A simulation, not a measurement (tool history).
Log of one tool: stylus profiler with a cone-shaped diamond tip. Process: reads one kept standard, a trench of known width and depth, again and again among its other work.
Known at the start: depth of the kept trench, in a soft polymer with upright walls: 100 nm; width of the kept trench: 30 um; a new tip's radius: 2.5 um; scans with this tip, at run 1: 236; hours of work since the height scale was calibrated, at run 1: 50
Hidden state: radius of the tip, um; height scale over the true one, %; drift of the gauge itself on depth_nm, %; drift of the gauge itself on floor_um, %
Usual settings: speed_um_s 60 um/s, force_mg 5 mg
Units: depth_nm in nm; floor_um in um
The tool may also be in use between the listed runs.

| run | hour | speed_um_s | force_mg | scans with this tip | hours of work since the height scale was calibrated | depth_nm | floor_um |
|---|---|---|---|---|---|---|---|
| 1 | 0 | 60 | 5 | 236 | 50 | 101.59 | 28.47 |
| 2 | 27.8 | 60 | 5 | 290 | 61 | 101.71 | 28.43 |
| 3 | 44.4 | 60 | 5 | 322 | 68 | 101.63 | 28.44 |
| 4 | 57 | 60 | 5 | 346 | 73 | 101.62 | 28.5 |
| 5 | 69.1 | 60 | 5 | 370 | 78 | 101.71 | 28.46 |
| 6 | 87.5 | 60 | 5 | 406 | 85 | 101.71 | 28.42 |
| 7 | 113.8 | 148 | 5 | 457 | 96 | 101.61 | 28.18 |
| 8 | 133.3 | 148 | 5 | 495 | 104 | 101.64 | 28.22 |
| 9 | 150.5 | 148 | 5 | 528 | 111 | 101.63 | 28.27 |
| 10 | 177 | 148 | 5 | 579 | 122 | 101.56 | 28.22 |
| 11 | 188.9 | 148 | 5 | 602 | 127 | 101.68 | 28.25 |
| 12 | 202.7 | 148 | 5 | 629 | 132 | 101.6 | 28.14 |
| 13 | 227.1 | 148 | 1.99 | 677 | 142 | 100.87 | 27.98 |
| 14 | 245.4 | 148 | 1.99 | 712 | 150 | 100.89 | 27.9 |
| 15 | 268 | 148 | 1.99 | 756 | 159 | 100.85 | 27.94 |
| 16 | 281.2 | 148 | 1.99 | 782 | 164 | 100.89 | 27.92 |
| 17 | 298.7 | 24 | 1.99 | 816 | 171 | 100.85 | 28.5 |
| 18 | 318.9 | 24 | 1.99 | 855 | 180 | 100.88 | 28.42 |
| 19 | 341.2 | 24 | 13.07 | 898 | 189 | 103.15 | 28.51 |
| 20 | 361.5 | 60 | 5 | 937 | 197 | 101.61 | 28.44 |
| 21 | 389.1 | 60 | 5 | 991 | 208 | 101.64 | 28.42 |
| 22 | 412.2 | 60 | 5 | 1036 | 218 | 101.65 | 28.43 |
| 23 | 438 | 60 | 5 | 1086 | 228 | 101.66 | 28.38 |
| 24 | 453.8 | 59 | 9.68 | 1117 | 235 | 102.52 | 28.48 |
| 25 | 466 | 59 | 9.68 | 1140 | 240 | 102.55 | 28.47 |
| 26 | 492.3 | 60 | 11.21 | 1191 | 250 | 102.81 | 28.47 |
| 27 | 516 | 31 | 14.3 | 1237 | 260 | 103.31 | 28.55 |
| 28 | 541.2 | 31 | 14.3 | 1286 | 270 | 103.34 | 28.51 |
| 29 | 558 | 60 | 7.54 | 1319 | 277 | 102.17 | 28.43 |
| 30 | 571.7 | 60 | 7.54 | 1346 | 283 | 102.11 | 28.38 |
|  | 573.8 | height scale calibrated on a step standard |
| 31 | 596.7 | 50 | 4.14 | 1393 | 9 | 101.44 | 28.38 |
| 32 | 616.3 | 75 | 3.48 | 1431 | 17 | 101.16 | 28.29 |
| 33 | 630.1 | 193 | 3.48 | 1458 | 23 | 101.3 | 27.92 |
| 34 | 647.1 | 193 | 3.48 | 1491 | 30 | 101.21 | 27.94 |
| 35 | 672.9 | 193 | 3.48 | 1541 | 40 | 101.24 | 27.89 |
|  | 680.2 | height scale calibrated on a step standard, once more |
| 36 | 695.7 | 23 | 5.3 | 1584 | 6 | 101.75 | 28.5 |
| 37 | 711.6 | 234 | 2.37 | 1615 | 13 | 100.95 | 27.59 |
| 38 | 738.3 | 123 | 6.91 | 1667 | 24 | 102.12 | 28.24 |
| 39 | 763.1 | 143 | 6.6 | 1715 | 34 | 101.94 | 28.19 |
| 40 | 784.1 | 192 | 12.2 | 1756 | 42 | 102.97 | 28.18 |
| 41 | 797.4 | 205 | 6.18 | 1782 | 48 | 101.91 | 28.04 |
| 42 | 810.3 | 45 | 1.68 | 1807 | 53 | 100.76 | 28.32 |
| 43 | 828.7 | 45 | 1.68 | 1843 | 61 | 100.72 | 28.36 |
| 44 | 857.9 | 179 | 13.39 | 1899 | 73 | 103.14 | 28.21 |
| 45 | 876 | 179 | 13.39 | 1934 | 80 | 103.14 | 28.25 |

Some steps in depth_nm between neighbouring runs. How much of each would the tool show without its hidden state too (settings, what came in, random variation), and how much is left for the hidden state, with any gauge scatter that isn't in both results?
Run 3 -> 4: no setting changed, nothing entered. depth_nm -0.01 nm: hidden state -0.01, all else +0.
Run 5 -> 6: no setting changed, nothing entered. depth_nm +0 nm: hidden state +0.01, all else -0.01.
Run 18 -> 19: force_mg 1.99 -> 13.07. depth_nm +2.27 nm: hidden state +0.01, all else +2.26.
Run 19 -> 20: speed_um_s 24 -> 60, force_mg 13.07 -> 5. depth_nm -1.54 nm: hidden state -0.01, all else -1.53.
Run 35 -> 36: speed_um_s 193 -> 23, force_mg 3.48 -> 5.3, height scale calibrated on a step standard, once more. depth_nm +0.51 nm: hidden state +0.03, all else +0.48.
Run 43 -> 44: speed_um_s 45 -> 179, force_mg 1.68 -> 13.39. depth_nm +2.42 nm: hidden state +0, all else +2.42.
